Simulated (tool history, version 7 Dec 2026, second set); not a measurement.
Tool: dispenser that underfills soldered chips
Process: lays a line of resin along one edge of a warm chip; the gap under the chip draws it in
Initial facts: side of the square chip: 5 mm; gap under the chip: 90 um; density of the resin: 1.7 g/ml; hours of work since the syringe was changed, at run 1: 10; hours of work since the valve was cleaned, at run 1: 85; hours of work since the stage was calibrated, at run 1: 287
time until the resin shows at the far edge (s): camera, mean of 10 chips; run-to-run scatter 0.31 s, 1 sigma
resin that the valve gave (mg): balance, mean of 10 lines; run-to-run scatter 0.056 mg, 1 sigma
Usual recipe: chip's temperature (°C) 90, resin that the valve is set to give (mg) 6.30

run     day  chip's temperature (°C)  resin that the valve is set to give (mg)  hours of work since the syringe was changed  hours of work since the valve was cleaned  hours of work since the stage was calibrated  time until the resin shows at the far edge (s)  resin that the valve gave (mg)
  1   0.000                       90                                      6.30                                           10                                         85                                           287                                            15.9                            5.82
      0.079  -- new syringe of resin
  2   0.442                       90                                      6.30                                            7                                         93                                           295                                            12.4                            5.68
      0.721  -- new syringe of resin
  3   0.833                       90                                      6.30                                            2                                        100                                           302                                            10.0                            5.64
  4   1.175                       90                                      6.30                                            9                                        106                                           309                                            14.5                            5.72
      1.333  -- new syringe of resin
  5   1.408                       90                                      6.30                                            1                                        111                                           313                                             9.1                            5.61
  6   1.733                       90                                      6.30                                            8                                        117                                           319                                            13.7                            5.61
      1.958  -- new syringe of resin
  7   2.054                       90                                      6.30                                            2                                        123                                           325                                             9.5                            5.62
  8   2.475                       90                                      6.30                                           10                                        131                                           333                                            16.0                            5.59
      2.596  -- new syringe of resin
  9   2.788                       90                                      6.30                                            4                                        136                                           339                                            10.3                            5.48
      3.158  -- dispensing valve cleaned and set on the balance
 10   3.204                       85                                      6.30                                           11                                          1                                           346                                            21.4                            6.31
      3.250  -- new syringe of resin
 11   3.508                       90                                      6.30                                            5                                          6                                           351                                            11.4                            6.26
 12   3.733                       90                                      6.30                                            9                                         11                                           356                                            14.7                            6.22
      3.871  -- new syringe of resin
 13   4.138                       90                                      8.17                                            5                                         18                                           363                                            11.6                            7.99
      4.483  -- new syringe of resin
 14   4.542                       90                                      8.17                                            1                                         26                                           371                                             8.2                            7.99
 15   4.883                       90                                      8.17                                            8                                         32                                           377                                            12.9                            7.94
      5.108  -- new syringe of resin
 16   5.296                       90                                      8.17                                            4                                         40                                           385                                            10.7                            7.90
 17   5.608                       90                                      8.17                                           10                                         46                                           391                                            14.7                            7.80
      5.738  -- new syringe of resin
 18   6.012                       90                                      8.17                                            5                                         53                                           398                                            11.6                            7.69
 19   6.312                       98                                      6.19                                           11                                         59                                           404                                            11.5                            5.78
      6.350  -- new syringe of resin
 20   6.583                       98                                      6.19                                            4                                         64                                           409                                             8.0                            5.86
      6.983  -- new syringe of resin
 21   7.000                       98                                      6.19                                            0                                         72                                           417                                             5.7                            5.78
 22   7.346                       82                                      6.04                                            7                                         78                                           423                                            20.0                            5.52
      7.596  -- new syringe of resin
 23   7.596                       82                                      6.04                                            0                                         83                                           428                                            13.5                            5.47
 24   7.804                       99                                      6.30                                            4                                         87                                           432                                             6.8                            5.69
 25   8.154                       99                                      6.30                                           11                                         93                                           438                                            10.7                            5.76
      8.208  -- new syringe of resin
 26   8.538                       99                                      7.66                                            6                                        100                                           445                                             7.8                            7.00
      8.821  -- new syringe of resin
 27   8.854                       82                                      6.30                                            1                                        106                                           451                                            13.7                            5.62
 28   9.212                       86                                      7.90                                            7                                        113                                           458                                            16.4                            7.08
      9.446  -- new syringe of resin
 29   9.504                       88                                      5.99                                            1                                        118                                           463                                            10.7                            5.31
 30   9.742                       81                                      6.45                                            6                                        123                                           468                                            18.4                            5.73
     10.071  -- new syringe of resin
 31  10.071                       79                                      8.17                                            0                                        129                                           474                                            14.3                            7.16

For run 32, what comes out?
 32  10.262                       90                                      7.63                                            4                                        132                                           477                                               ?                               ?

Run 32 yielded time until the resin shows at the far edge (s) 10.8, resin that the valve gave (mg) 6.67.
The same run, on a tool lacking any hidden state, would have yielded time until the resin shows at the far edge (s) 8.2, resin that the valve gave (mg) 7.65.
